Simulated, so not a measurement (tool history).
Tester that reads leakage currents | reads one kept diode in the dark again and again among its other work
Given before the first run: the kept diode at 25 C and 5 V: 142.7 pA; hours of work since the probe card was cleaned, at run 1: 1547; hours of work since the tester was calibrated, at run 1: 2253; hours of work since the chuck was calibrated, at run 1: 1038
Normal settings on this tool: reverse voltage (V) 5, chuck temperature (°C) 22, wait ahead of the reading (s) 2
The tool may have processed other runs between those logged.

run     day  reverse voltage (V)  chuck temperature (°C)  wait ahead of the reading (s)  hours of work since the probe card was cleaned  hours of work since the tester was calibrated  hours of work since the chuck was calibrated  current that the tester gives (pA)
  1       0                    5                      22                              2                                            1547                                           2253                                          1038                              118.15
  2   2.417                    5                      22                              2                                            1587                                           2292                                          1077                              118.45
  3   3.954                    5                      22                              2                                            1612                                           2317                                          1102                              117.98
  4   7.312                    5                      22                              2                                            1666                                           2372                                          1157                              119.22
  5  10.925                    5                      22                              2                                            1725                                           2430                                          1215                              119.47
  6  12.496                    5                      22                              2                                            1751                                           2456                                          1241                              119.34
  7  14.608                    5                      22                           0.55                                            1785                                           2490                                          1275                              121.96
  8  17.275                    5                      22                           0.55                                            1828                                           2534                                          1319                              122.01
  9  18.925                    5                      22                           0.55                                            1855                                           2560                                          1345                              122.34
 10    20.9                    5                      24                           0.55                                            1887                                           2593                                          1377                              144.58
 11  23.262                    5                      22                              2                                            1926                                           2631                                          1416                              120.91
 12  26.083                    5                      22                              2                                            1972                                           2677                                          1462                               120.9
 13  27.942                    5                      22                           0.34                                            2002                                           2707                                          1492                              125.28
 14  29.633                    5                      22                           2.18                                            2029                                           2735                                          1519                                 121
 15  31.846                    5                      22                           2.18                                            2065                                           2771                                          1555                               121.8
 16  33.746                    5                      22                           2.18                                            2096                                           2801                                          1586                              121.76
 17    35.7                 2.03                      22                           2.18                                            2128                                           2833                                          1618                               88.07
 18  37.558                 2.03                      22                           2.18                                            2158                                           2863                                          1648                               87.77
 19  40.879                    5                      50                              2                                            2212                                           2917                                          1702                             1053.58
 20  42.762                    5                      50                              2                                            2243                                           2948                                          1733                             1058.95
 21  46.317                 1.36                      57                           3.59                                            2300                                           3006                                          1791                             1125.74
 22  48.738                 2.81                      38                           8.09                                            2340                                           3045                                          1830                              358.87
 23  52.021                19.38                      20                              1                                            2393                                           3099                                          1883                              187.33
 24  54.538                19.38                      20                              1                                            2434                                           3139                                          1924                              187.98
 25  57.475                 3.27                      45                              1                                            2482                                           3187                                          1972                              644.64
 26  59.967                 3.27                      45                              1                                            2522                                           3228                                          2013                              645.41
 27  63.338                15.44                      32                            1.2                                            2577                                           3282                                          2067                              419.51
     63.579  -- tester calibrated
 28  64.954                15.44                      32                            1.2                                            2602                                             22                                          2092                              417.48
 29  67.717                11.76                      36                           2.41                                            2647                                             67                                          2137                               509.2
 30  70.171                 8.35                      44                           0.78                                            2687                                            107                                          2177                              827.56
       71.9  -- chuck's temperature calibrated
 31    71.9                 1.14                      45                           3.78                                            2714                                            134                                             0                                 422
     73.488  -- tester calibrated, once more
 32  75.258                 1.42                      45                           3.78                                            2767                                             29                                            53                              461.22
 33  78.579                 1.42                      45                           3.78                                            2821                                             83                                           107                              462.76
 34  81.375                 1.42                      45                           3.78                                            2866                                            128                                           153                              462.65
 35  83.842                 2.65                      28                           0.97                                            2906                                            168                                           193                              153.71
 36   86.55                10.84                      33                              2                                            2950                                            212                                           237                              379.49
 37  88.079                17.78                      22                              2                                            2975                                            237                                           262                                 203
 38  90.042                  3.7                      27                           0.72                                            3007                                            269                                           294                              161.09

Estimate the outcome of run 39 from the log above:
 39  92.817                 5.29                      40                           1.28                                            3052                                            314                                           339                                   ?

For run 39 the tool returned current that the tester gives (pA) 502.91.
The same run, on a tool lacking any hidden state, would have yielded current that the tester gives (pA) 492.89.

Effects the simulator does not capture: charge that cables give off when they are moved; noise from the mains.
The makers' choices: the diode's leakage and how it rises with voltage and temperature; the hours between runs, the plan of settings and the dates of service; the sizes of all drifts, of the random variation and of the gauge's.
